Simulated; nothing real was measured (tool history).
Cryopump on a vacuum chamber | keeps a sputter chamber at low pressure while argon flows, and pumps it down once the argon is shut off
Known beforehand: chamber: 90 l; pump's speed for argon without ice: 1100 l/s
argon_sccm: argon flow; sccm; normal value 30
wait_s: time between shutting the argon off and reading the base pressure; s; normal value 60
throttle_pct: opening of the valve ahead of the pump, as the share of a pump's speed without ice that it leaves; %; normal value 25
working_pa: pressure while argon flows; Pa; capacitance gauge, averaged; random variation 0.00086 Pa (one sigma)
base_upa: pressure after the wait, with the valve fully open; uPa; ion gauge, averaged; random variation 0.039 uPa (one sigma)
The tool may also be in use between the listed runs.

run    hour  argon_sccm  wait_s  throttle_pct  working_pa  base_upa
  1       0          30      60            25       0.189      3.21
  2   112.2          30      60            25      0.1909      3.39
  3   221.2          30      60            25      0.1914      3.48
  4   341.4          30      60            25      0.1941      3.62
  5   452.4          30      60            25      0.1937       3.8
        471  -- leaking fittings of the chamber tightened, without venting
  6   552.9          30      60            25      0.1955      2.37
  7   643.6          30      60            25      0.1987      2.48
  8   769.8          48      60            25       0.316      2.56
  9   879.9          30      60            25      0.2014      2.68
      936.5  -- pump warmed up, emptied and cooled again
 10   966.8          30      60            25      0.1877      2.57
 11  1064.9          30      60            25       0.188      2.55
 12  1152.4          26      60            25      0.1652      2.67
 13  1257.2          26      95            25      0.1661      2.04
 14  1384.1          18      95            56      0.0536      2.13
 15  1492.4          56      52            32      0.2844      3.29
 16  1614.6          54     277            55       0.169       1.5
 17  1716.6          30     203            16      0.2982      1.78
 18  1809.6          30     203            16      0.3005      1.84
 19  1894.3          33     203            35      0.1594      1.95
 20  1954.3          33     203            35      0.1606      1.97
 21  2036.3          30      60            38      0.1367      3.45
 22  2141.1          30      30            18      0.2758      5.36
 23  2219.4          30      30            18      0.2746      5.65
 24  2294.1          30      30            18      0.2765      5.77
     2338.3  -- pump warmed up, emptied and cooled again
 25  2367.4          30      30            18       0.259      5.37
 26  2475.2          30      30            18      0.2614      5.41

Consider 5 possible next runs. They are alternatives, not a sequence: every one starts from the tool as it was left by run 26. What does each give?
  A  2534.5          30      24            25           ?         ?
  B  2534.5          50     259            26           ?         ?
  C  2534.5          22      30            55           ?         ?
  D  2534.5          22      64            19           ?         ?
  E  2534.5          30      38            25           ?         ?

run  working_pa  base_upa
  A      0.1886       6.4
  B       0.303         2
  C      0.0646      5.46
  D      0.1815      3.37
  E      0.1875      4.74
What these runs would have given with no unlogged condition in the tool:
run  working_pa  base_upa
  A      0.1837      5.15
  B      0.2948      0.73
  C       0.061      4.21
  D      0.1779      2.11
  E      0.1826      3.47

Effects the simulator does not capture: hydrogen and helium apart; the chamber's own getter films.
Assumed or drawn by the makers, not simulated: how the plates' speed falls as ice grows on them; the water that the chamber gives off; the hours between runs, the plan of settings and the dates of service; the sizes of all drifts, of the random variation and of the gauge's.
